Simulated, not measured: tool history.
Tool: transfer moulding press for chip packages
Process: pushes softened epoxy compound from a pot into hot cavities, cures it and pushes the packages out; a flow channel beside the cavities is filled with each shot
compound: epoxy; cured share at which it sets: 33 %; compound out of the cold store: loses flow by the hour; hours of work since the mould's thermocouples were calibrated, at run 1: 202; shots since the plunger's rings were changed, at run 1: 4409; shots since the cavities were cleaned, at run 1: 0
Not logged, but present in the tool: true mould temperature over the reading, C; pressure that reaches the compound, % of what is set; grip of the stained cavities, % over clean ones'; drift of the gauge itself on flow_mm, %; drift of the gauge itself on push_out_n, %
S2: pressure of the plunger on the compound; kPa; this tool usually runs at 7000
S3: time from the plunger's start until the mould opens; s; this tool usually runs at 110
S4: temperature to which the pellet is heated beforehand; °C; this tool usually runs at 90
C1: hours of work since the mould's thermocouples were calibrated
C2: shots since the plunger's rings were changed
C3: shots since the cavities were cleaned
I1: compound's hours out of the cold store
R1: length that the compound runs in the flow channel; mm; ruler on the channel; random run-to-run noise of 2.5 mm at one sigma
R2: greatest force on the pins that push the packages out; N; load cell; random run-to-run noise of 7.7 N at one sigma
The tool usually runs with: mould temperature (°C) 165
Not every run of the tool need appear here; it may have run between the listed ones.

{"run": 1, "hour": 0.0, "mould temperature (°C)": 165, "S2": 7000, "S3": 110, "S4": 90, "C1": 202, "C2": 4409, "C3": 0, "I1": 29, "R1": 573, "R2": 342}
{"run": 2, "hour": 12.5, "mould temperature (°C)": 165, "S2": 7000, "S3": 110, "S4": 90, "C1": 208, "C2": 4503, "C3": 94, "I1": 32.9, "R1": 565, "R2": 386}
{"run": 3, "hour": 26.1, "mould temperature (°C)": 165, "S2": 7000, "S3": 110, "S4": 90, "C1": 214, "C2": 4606, "C3": 197, "I1": 22.2, "R1": 586, "R2": 424}
{"run": 4, "hour": 37.4, "mould temperature (°C)": 165, "S2": 7000, "S3": 110, "S4": 90, "C1": 219, "C2": 4691, "C3": 282, "I1": 41.7, "R1": 535, "R2": 433}
{"run": 5, "hour": 46.2, "mould temperature (°C)": 165, "S2": 7000, "S3": 110, "S4": 90, "C1": 223, "C2": 4757, "C3": 348, "I1": 14.5, "R1": 614, "R2": 492}
{"run": 6, "hour": 59.4, "mould temperature (°C)": 165, "S2": 7000, "S3": 110, "S4": 90, "C1": 229, "C2": 4857, "C3": 448, "I1": 15.7, "R1": 609, "R2": 524}
{"run": 7, "hour": 74.3, "mould temperature (°C)": 165, "S2": 7000, "S3": 110, "S4": 90, "C1": 236, "C2": 4969, "C3": 560, "I1": 8.2, "R1": 627, "R2": 557}
{"run": 8, "hour": 84.7, "mould temperature (°C)": 165, "S2": 7000, "S3": 110, "S4": 90, "C1": 241, "C2": 5047, "C3": 638, "I1": 37.7, "R1": 544, "R2": 558}
{"run": 9, "hour": 96.6, "mould temperature (°C)": 165, "S2": 7000, "S3": 110, "S4": 90, "C1": 246, "C2": 5136, "C3": 727, "I1": 33.8, "R1": 558, "R2": 556}
{"run": 10, "hour": 112.2, "mould temperature (°C)": 165, "S2": 7000, "S3": 94, "S4": 90, "C1": 253, "C2": 5254, "C3": 845, "I1": 38, "R1": 547, "R2": 723}
{"run": 11, "hour": 119.3, "mould temperature (°C)": 165, "S2": 7000, "S3": 110, "S4": 90, "C1": 256, "C2": 5307, "C3": 898, "I1": 21.4, "R1": 587, "R2": 612}
{"run": 12, "hour": 131.2, "mould temperature (°C)": 165, "S2": 7000, "S3": 110, "S4": 90, "C1": 262, "C2": 5397, "C3": 988, "I1": 22.4, "R1": 589, "R2": 601}
{"hour": 138.2, "done": "cavities cleaned with cleaning compound and waxed"}
{"run": 13, "hour": 143.1, "mould temperature (°C)": 165, "S2": 7000, "S3": 110, "S4": 90, "C1": 266, "C2": 5475, "C3": 37, "I1": 38, "R1": 548, "R2": 358}
{"run": 14, "hour": 159.0, "mould temperature (°C)": 165, "S2": 7000, "S3": 110, "S4": 90, "C1": 274, "C2": 5594, "C3": 156, "I1": 37.7, "R1": 542, "R2": 417}
{"run": 15, "hour": 171.3, "mould temperature (°C)": 165, "S2": 7000, "S3": 110, "S4": 90, "C1": 279, "C2": 5687, "C3": 249, "I1": 8, "R1": 632, "R2": 457}
{"run": 16, "hour": 188.4, "mould temperature (°C)": 159, "S2": 7040, "S3": 113, "S4": 90, "C1": 287, "C2": 5816, "C3": 378, "I1": 12.8, "R1": 635, "R2": 710}
{"run": 17, "hour": 197.2, "mould temperature (°C)": 163, "S2": 5270, "S3": 138, "S4": 90, "C1": 291, "C2": 5882, "C3": 444, "I1": 22.6, "R1": 512, "R2": 464}
{"run": 18, "hour": 211.1, "mould temperature (°C)": 165, "S2": 7000, "S3": 132, "S4": 87, "C1": 297, "C2": 5987, "C3": 549, "I1": 17.2, "R1": 597, "R2": 458}
{"run": 19, "hour": 220.8, "mould temperature (°C)": 158, "S2": 6880, "S3": 121, "S4": 85, "C1": 302, "C2": 6060, "C3": 622, "I1": 11.7, "R1": 635, "R2": 734}
{"run": 20, "hour": 237.3, "mould temperature (°C)": 167, "S2": 5720, "S3": 103, "S4": 85, "C1": 309, "C2": 6184, "C3": 746, "I1": 11.7, "R1": 552, "R2": 577}
{"run": 21, "hour": 249.9, "mould temperature (°C)": 165, "S2": 7770, "S3": 113, "S4": 90, "C1": 315, "C2": 6279, "C3": 841, "I1": 46, "R1": 553, "R2": 550}
{"run": 22, "hour": 261.8, "mould temperature (°C)": 161, "S2": 5820, "S3": 103, "S4": 90, "C1": 320, "C2": 6369, "C3": 931, "I1": 25.2, "R1": 539, "R2": 846}
{"run": 23, "hour": 272.8, "mould temperature (°C)": 161, "S2": 7690, "S3": 103, "S4": 90, "C1": 325, "C2": 6452, "C3": 1014, "I1": 12.5, "R1": 651, "R2": 897}
{"hour": 276.8, "done": "cavities cleaned with cleaning compound and waxed"}
{"run": 24, "hour": 289.2, "mould temperature (°C)": 165, "S2": 5290, "S3": 132, "S4": 90, "C1": 332, "C2": 6563, "C3": 93, "I1": 37.1, "R1": 474, "R2": 365}
{"run": 25, "hour": 299.7, "mould temperature (°C)": 165, "S2": 5290, "S3": 132, "S4": 90, "C1": 337, "C2": 6642, "C3": 172, "I1": 22, "R1": 506, "R2": 375}
{"run": 26, "hour": 307.2, "mould temperature (°C)": 164, "S2": 7110, "S3": 145, "S4": 91, "C1": 340, "C2": 6699, "C3": 229, "I1": 19.5, "R1": 597, "R2": 403}
{"run": 27, "hour": 324.1, "mould temperature (°C)": 160, "S2": 8220, "S3": 139, "S4": 89, "C1": 348, "C2": 6826, "C3": 356, "I1": 20.4, "R1": 653, "R2": 468}
{"hour": 330.3, "done": "plunger's sealing rings changed"}
{"run": 28, "hour": 335.4, "mould temperature (°C)": 160, "S2": 8220, "S3": 139, "S4": 89, "C1": 352, "C2": 38, "C3": 422, "I1": 47, "R1": 609, "R2": 479}

Branching from run 28: 5 alternative next runs. What would each branch give?
{"run": "A", "hour": 349.4, "mould temperature (°C)": 165, "S2": 5470, "S3": 106, "S4": 82, "C1": 358, "C2": 144, "C3": 528, "I1": 44.5, "R1": "?", "R2": "?"}
{"run": "B", "hour": 349.4, "mould temperature (°C)": 172, "S2": 7000, "S3": 110, "S4": 97, "C1": 358, "C2": 144, "C3": 528, "I1": 22.7, "R1": "?", "R2": "?"}
{"run": "C", "hour": 349.4, "mould temperature (°C)": 172, "S2": 8360, "S3": 110, "S4": 85, "C1": 358, "C2": 144, "C3": 528, "I1": 8.7, "R1": "?", "R2": "?"}
{"run": "D", "hour": 349.4, "mould temperature (°C)": 164, "S2": 8480, "S3": 110, "S4": 85, "C1": 358, "C2": 144, "C3": 528, "I1": 31.2, "R1": "?", "R2": "?"}
{"run": "E", "hour": 349.4, "mould temperature (°C)": 171, "S2": 8220, "S3": 104, "S4": 96, "C1": 358, "C2": 144, "C3": 528, "I1": 9.6, "R1": "?", "R2": "?"}

run=A R1=488 R2=556
run=B R1=589 R2=454
run=C R1=686 R2=463
run=D R1=647 R2=533
run=E R1=678 R2=475
Take away the tool's hidden state, keep each run's random variation, and the runs would have read:
run=A R1=488 R2=353
run=B R1=588 R2=295
run=C R1=685 R2=299
run=D R1=646 R2=337
run=E R1=677 R2=308

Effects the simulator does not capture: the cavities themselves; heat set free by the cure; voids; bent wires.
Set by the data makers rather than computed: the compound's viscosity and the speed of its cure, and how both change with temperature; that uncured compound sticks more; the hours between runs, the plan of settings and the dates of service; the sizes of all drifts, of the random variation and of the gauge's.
